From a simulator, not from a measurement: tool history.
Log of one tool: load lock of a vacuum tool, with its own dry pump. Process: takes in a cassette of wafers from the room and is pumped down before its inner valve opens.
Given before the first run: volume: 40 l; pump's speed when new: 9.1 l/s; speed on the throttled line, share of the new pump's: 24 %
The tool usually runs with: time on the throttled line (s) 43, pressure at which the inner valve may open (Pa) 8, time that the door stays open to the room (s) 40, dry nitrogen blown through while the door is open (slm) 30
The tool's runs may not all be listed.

| run | hour | time on the throttled line (s) | pressure at which the inner valve may open (Pa) | time that the door stays open to the room (s) | dry nitrogen blown through while the door is open (slm) | incoming humidity of the room's air, % | time from the closed door until the inner valve may open (s) | rise of the pressure with all valves shut (Pa/min) |
|---|---|---|---|---|---|---|---|---|
| 1 | 0.0 | 43 | 8 | 40 | 30 | 45.6 | 84.0 | 0.013 |
|  | 66.4 | dry pump taken out, an overhauled one fitted |
| 2 | 80.8 | 43 | 8 | 40 | 30 | 45.4 | 75.4 | 0.014 |
| 3 | 142.1 | 43 | 8 | 40 | 30 | 46.7 | 74.8 | 0.016 |
| 4 | 193.3 | 43 | 8 | 40 | 30 | 47.8 | 75.6 | 0.012 |
| 5 | 253.9 | 43 | 8 | 40 | 30 | 43.0 | 75.0 | 0.015 |
| 6 | 355.9 | 43 | 8 | 40 | 30 | 45.2 | 75.6 | 0.016 |
| 7 | 445.7 | 43 | 8 | 40 | 30 | 45.9 | 75.1 | 0.020 |
| 8 | 507.1 | 43 | 8 | 40 | 30 | 45.4 | 74.7 | 0.018 |
| 9 | 551.5 | 43 | 8 | 40 | 30 | 44.2 | 74.8 | 0.023 |
| 10 | 639.2 | 43 | 10 | 40 | 30 | 45.8 | 74.1 | 0.023 |
| 11 | 725.1 | 43 | 10 | 40 | 16 | 42.5 | 74.3 | 0.023 |
| 12 | 832.7 | 43 | 10 | 40 | 16 | 42.1 | 74.2 | 0.023 |
| 13 | 897.9 | 43 | 10 | 40 | 16 | 47.5 | 73.7 | 0.026 |
| 14 | 1005.8 | 43 | 10 | 40 | 16 | 45.3 | 73.5 | 0.030 |
| 15 | 1081.9 | 43 | 8 | 40 | 30 | 45.9 | 76.0 | 0.025 |
| 16 | 1157.5 | 43 | 8 | 40 | 30 | 45.0 | 75.8 | 0.031 |
| 17 | 1230.9 | 43 | 8 | 40 | 30 | 45.0 | 75.2 | 0.026 |
| 18 | 1277.6 | 43 | 8 | 40 | 38 | 44.9 | 76.3 | 0.022 |
| 19 | 1325.7 | 25 | 10 | 40 | 28 | 44.4 | 60.2 | 0.029 |
| 20 | 1369.2 | 43 | 8 | 56 | 30 | 47.0 | 76.7 | 0.032 |
| 21 | 1455.4 | 43 | 8 | 56 | 30 | 46.0 | 75.4 | 0.031 |
| 22 | 1509.7 | 43 | 12 | 40 | 30 | 48.6 | 74.8 | 0.025 |
| 23 | 1594.4 | 43 | 8 | 40 | 31 | 44.1 | 75.8 | 0.037 |
| 24 | 1646.3 | 43 | 8 | 40 | 31 | 43.8 | 75.2 | 0.028 |
| 25 | 1697.0 | 43 | 8 | 40 | 13 | 45.1 | 75.6 | 0.037 |
| 26 | 1804.8 | 43 | 7 | 40 | 41 | 46.3 | 76.6 | 0.028 |
| 27 | 1872.9 | 43 | 7 | 40 | 41 | 47.4 | 76.9 | 0.034 |
| 28 | 1958.1 | 81 | 7 | 173 | 35 | 42.8 | 105.8 | 0.053 |
| 29 | 2014.7 | 74 | 13 | 40 | 30 | 43.7 | 98.0 | 0.034 |
| 30 | 2101.3 | 74 | 13 | 40 | 30 | 45.0 | 97.6 | 0.035 |
| 31 | 2185.2 | 43 | 8 | 101 | 30 | 45.5 | 77.0 | 0.053 |
| 32 | 2285.6 | 58 | 8 | 101 | 4 | 44.4 | 88.6 | 0.073 |
| 33 | 2350.4 | 58 | 8 | 101 | 4 | 44.8 | 87.2 | 0.075 |
| 34 | 2447.7 | 43 | 8 | 58 | 30 | 41.7 | 76.4 | 0.047 |
| 35 | 2529.9 | 42 | 11 | 58 | 35 | 47.9 | 74.9 | 0.044 |
| 36 | 2600.7 | 43 | 6 | 40 | 11 | 43.2 | 78.1 | 0.048 |

Forecast each of these 3 alternatives for the next run:
| A | 2685.7 | 43 | 8 | 155 | 27 | 46.2 | ? | ? |
| B | 2685.7 | 79 | 6 | 40 | 11 | 44.2 | ? | ? |
| C | 2685.7 | 43 | 8 | 40 | 31 | 45.1 | ? | ? |

| run | time from the closed door until the inner valve may open (s) | rise of the pressure with all valves shut (Pa/min) |
|---|---|---|
| A | 76.8 | 0.065 |
| B | 103.7 | 0.054 |
| C | 77.2 | 0.043 |
Without the tool's hidden state the same runs would have given:
| run | time from the closed door until the inner valve may open (s) | rise of the pressure with all valves shut (Pa/min) |
|---|---|---|
| A | 75.0 | 0.034 |
| B | 102.4 | 0.023 |
| C | 75.3 | 0.012 |

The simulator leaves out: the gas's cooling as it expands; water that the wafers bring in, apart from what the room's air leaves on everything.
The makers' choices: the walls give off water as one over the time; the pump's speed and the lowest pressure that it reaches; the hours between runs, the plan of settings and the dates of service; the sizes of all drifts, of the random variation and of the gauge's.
